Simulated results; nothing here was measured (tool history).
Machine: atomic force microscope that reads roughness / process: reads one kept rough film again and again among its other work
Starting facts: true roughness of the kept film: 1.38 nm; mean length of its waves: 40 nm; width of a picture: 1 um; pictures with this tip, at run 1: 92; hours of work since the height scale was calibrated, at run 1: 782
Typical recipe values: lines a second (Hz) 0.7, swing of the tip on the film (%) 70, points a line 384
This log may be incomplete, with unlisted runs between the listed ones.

| run | hour | lines a second (Hz) | swing of the tip on the film (%) | points a line | pictures with this tip | hours of work since the height scale was calibrated | roughness of the kept film (nm (root mean square)) |
|---|---|---|---|---|---|---|---|
| 1 | 0 | 0.7 | 70 | 384 | 92 | 782 | 1.27 |
| 2 | 37.7 | 0.7 | 70 | 384 | 134 | 798 | 1.265 |
| 3 | 90.4 | 0.7 | 70 | 384 | 191 | 821 | 1.246 |
|  | 130.7 | new tip fitted |
| 4 | 154.8 | 0.7 | 70 | 384 | 26 | 848 | 1.283 |
| 5 | 212.7 | 0.7 | 70 | 384 | 90 | 873 | 1.264 |
| 6 | 269.1 | 0.7 | 70 | 384 | 152 | 898 | 1.262 |
| 7 | 300.5 | 0.7 | 70 | 404 | 186 | 911 | 1.243 |
|  | 344.4 | new tip fitted |
| 8 | 352 | 0.7 | 70 | 404 | 8 | 933 | 1.29 |
| 9 | 379.7 | 0.7 | 70 | 404 | 38 | 945 | 1.273 |
| 10 | 409 | 0.7 | 70 | 404 | 70 | 957 | 1.275 |
| 11 | 453.5 | 0.7 | 70 | 384 | 119 | 977 | 1.26 |
| 12 | 488.1 | 0.7 | 70 | 376 | 157 | 991 | 1.251 |
| 13 | 528.6 | 0.7 | 70 | 384 | 201 | 1009 | 1.24 |
|  | 560.1 | new tip fitted |
| 14 | 578.5 | 0.7 | 70 | 384 | 20 | 1030 | 1.275 |
| 15 | 641.3 | 0.7 | 70 | 384 | 89 | 1057 | 1.266 |
| 16 | 698.1 | 0.7 | 70 | 384 | 151 | 1082 | 1.258 |
| 17 | 728.7 | 0.7 | 70 | 384 | 185 | 1095 | 1.241 |
| 18 | 770.1 | 2.947 | 70 | 384 | 230 | 1112 | 1.114 |
|  | 773.3 | new tip fitted |
| 19 | 826 | 2.947 | 70 | 384 | 58 | 1136 | 1.167 |
| 20 | 864.7 | 2.947 | 70 | 384 | 100 | 1153 | 1.158 |
| 21 | 911.3 | 0.7 | 70 | 569 | 151 | 1173 | 1.245 |
| 22 | 945.7 | 0.7 | 70 | 569 | 189 | 1188 | 1.237 |
| 23 | 978.3 | 1.141 | 61 | 569 | 225 | 1202 | 1.225 |
|  | 989.1 | new tip fitted |
| 24 | 1026.8 | 1.141 | 61 | 569 | 41 | 1222 | 1.277 |
| 25 | 1079.1 | 1.605 | 79 | 615 | 98 | 1245 | 1.178 |
| 26 | 1142.7 | 2.97 | 70 | 317 | 168 | 1272 | 1.14 |
|  | 1204.1 | new tip fitted |
| 27 | 1208.7 | 2.961 | 75 | 986 | 5 | 1300 | 1.135 |
| 28 | 1267.1 | 3.111 | 60 | 763 | 69 | 1325 | 1.212 |
| 29 | 1326.9 | 0.695 | 61 | 455 | 134 | 1351 | 1.259 |
| 30 | 1353.6 | 0.7 | 77 | 607 | 164 | 1363 | 1.217 |
| 31 | 1387.1 | 2.557 | 68 | 384 | 200 | 1377 | 1.151 |
|  | 1420.1 | new tip fitted |
| 32 | 1435.9 | 1.34 | 61 | 542 | 17 | 1398 | 1.278 |
| 33 | 1475.6 | 2.581 | 77 | 465 | 61 | 1415 | 1.126 |
| 34 | 1510.5 | 2.881 | 70 | 822 | 99 | 1430 | 1.164 |
| 35 | 1549.7 | 0.7 | 87 | 977 | 142 | 1447 | 1.192 |
| 36 | 1596.2 | 2.652 | 87 | 600 | 193 | 1467 | 1.007 |
|  | 1638.5 | new tip fitted |
| 37 | 1647.1 | 2.178 | 55 | 681 | 9 | 1488 | 1.286 |
| 38 | 1708.9 | 2.504 | 73 | 342 | 77 | 1515 | 1.157 |
| 39 | 1755.7 | 2.444 | 73 | 333 | 128 | 1535 | 1.143 |
| 40 | 1817.7 | 0.7 | 70 | 341 | 196 | 1562 | 1.217 |
|  | 1852.4 | new tip fitted |
| 41 | 1868.6 | 0.846 | 82 | 437 | 18 | 1583 | 1.226 |
| 42 | 1897.6 | 0.846 | 82 | 437 | 50 | 1596 | 1.233 |
| 43 | 1958.8 | 0.846 | 82 | 437 | 117 | 1622 | 1.205 |
| 44 | 1985.6 | 1.684 | 76 | 425 | 146 | 1634 | 1.166 |

Each row is a separate what-if for the run after 44, all from the same tool condition, not one after another. Results?
| A | 2046.7 | 0.7 | 65 | 384 | 213 | 1660 | ? |
| B | 2046.7 | 1.786 | 70 | 384 | 213 | 1660 | ? |
| C | 2046.7 | 3.805 | 75 | 344 | 213 | 1660 | ? |

| run | roughness of the kept film (nm (root mean square)) |
|---|---|
| A | 1.236 |
| B | 1.186 |
| C | 1.05 |
Had the tool no hidden state, the same runs would have come out as:
| run | roughness of the kept film (nm (root mean square)) |
|---|---|
| A | 1.314 |
| B | 1.261 |
| C | 1.116 |

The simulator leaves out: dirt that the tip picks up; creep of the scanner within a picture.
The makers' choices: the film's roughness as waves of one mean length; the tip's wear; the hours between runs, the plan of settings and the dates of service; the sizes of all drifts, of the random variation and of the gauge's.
